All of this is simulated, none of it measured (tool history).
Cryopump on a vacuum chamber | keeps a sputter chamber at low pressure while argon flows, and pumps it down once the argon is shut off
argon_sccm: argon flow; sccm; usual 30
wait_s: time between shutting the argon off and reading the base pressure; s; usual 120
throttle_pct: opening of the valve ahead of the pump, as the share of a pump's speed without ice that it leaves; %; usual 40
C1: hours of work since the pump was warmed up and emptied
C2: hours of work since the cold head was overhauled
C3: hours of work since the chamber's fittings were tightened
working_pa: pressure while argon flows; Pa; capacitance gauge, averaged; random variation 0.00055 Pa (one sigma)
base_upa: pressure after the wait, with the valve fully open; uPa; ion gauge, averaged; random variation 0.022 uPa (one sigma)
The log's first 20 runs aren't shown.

run 21 hour=1287.4 | argon_sccm=30 wait_s=120 throttle_pct=24 | C1=120 C2=2912 C3=770 | working_pa=0.0929 base_upa=1.78
run 22 hour=1345.1 | argon_sccm=30 wait_s=120 throttle_pct=24 | C1=167 C2=2958 C3=817 | working_pa=0.0927 base_upa=1.91
run 23 hour=1388.6 | argon_sccm=30 wait_s=120 throttle_pct=24 | C1=202 C2=2993 C3=851 | working_pa=0.093 base_upa=1.99
run 24 hour=1454.3 | argon_sccm=16 wait_s=91 throttle_pct=38 | C1=254 C2=3046 C3=904 | working_pa=0.0325 base_upa=2.18
run 25 hour=1530.2 | argon_sccm=12 wait_s=105 throttle_pct=40 | C1=315 C2=3107 C3=965 | working_pa=0.023 base_upa=2.26
run 26 hour=1591.8 | argon_sccm=30 wait_s=120 throttle_pct=20 | C1=365 C2=3156 C3=1015 | working_pa=0.1156 base_upa=2.29
run 27 hour=1639.3 | argon_sccm=30 wait_s=120 throttle_pct=20 | C1=403 C2=3194 C3=1053 | working_pa=0.1143 base_upa=2.47
run 28 hour=1705.2 | argon_sccm=30 wait_s=28 throttle_pct=16 | C1=456 C2=3247 C3=1106 | working_pa=0.1407 base_upa=4.22
-- hour=1772 leaking fittings of the chamber tightened, without venting
run 29 hour=1796.5 | argon_sccm=30 wait_s=120 throttle_pct=36 | C1=528 C2=3319 C3=20 | working_pa=0.0672 base_upa=0.73
run 30 hour=1884.3 | argon_sccm=30 wait_s=120 throttle_pct=36 | C1=598 C2=3390 C3=90 | working_pa=0.0679 base_upa=0.83
run 31 hour=1962.9 | argon_sccm=30 wait_s=120 throttle_pct=20 | C1=662 C2=3453 C3=153 | working_pa=0.1164 base_upa=1.03
run 32 hour=2005.2 | argon_sccm=30 wait_s=64 throttle_pct=20 | C1=696 C2=3487 C3=187 | working_pa=0.1172 base_upa=1.45
run 33 hour=2084 | argon_sccm=30 wait_s=64 throttle_pct=20 | C1=759 C2=3550 C3=251 | working_pa=0.1167 base_upa=1.58
run 34 hour=2132.7 | argon_sccm=30 wait_s=64 throttle_pct=20 | C1=798 C2=3589 C3=290 | working_pa=0.1191 base_upa=1.69
run 35 hour=2195.1 | argon_sccm=18 wait_s=46 throttle_pct=21 | C1=848 C2=3640 C3=340 | working_pa=0.0689 base_upa=2.15

3 ways to go on from here, each from the tool as it stands after run 35. What would each give?
-- hour=2274.2 pump warmed up, emptied and cooled again
run A hour=2290.1 | argon_sccm=18 wait_s=264 throttle_pct=21 | C1=13 C2=3712 C3=412 | working_pa=? base_upa=?
-- hour=2274.2 pump warmed up, emptied and cooled again
run B hour=2290.1 | argon_sccm=54 wait_s=103 throttle_pct=40 | C1=13 C2=3712 C3=412 | working_pa=? base_upa=?
-- hour=2274.2 pump warmed up, emptied and cooled again
run C hour=2290.1 | argon_sccm=30 wait_s=62 throttle_pct=38 | C1=13 C2=3712 C3=412 | working_pa=? base_upa=?

run=A working_pa=0.0637 base_upa=1.03
run=B working_pa=0.1011 base_upa=1.35
run=C working_pa=0.0593 base_upa=1.67
Without the tool's hidden state the same runs would have given:
run=A working_pa=0.063 base_upa=0.36
run=B working_pa=0.0991 base_upa=0.68
run=C working_pa=0.0581 base_upa=1.02
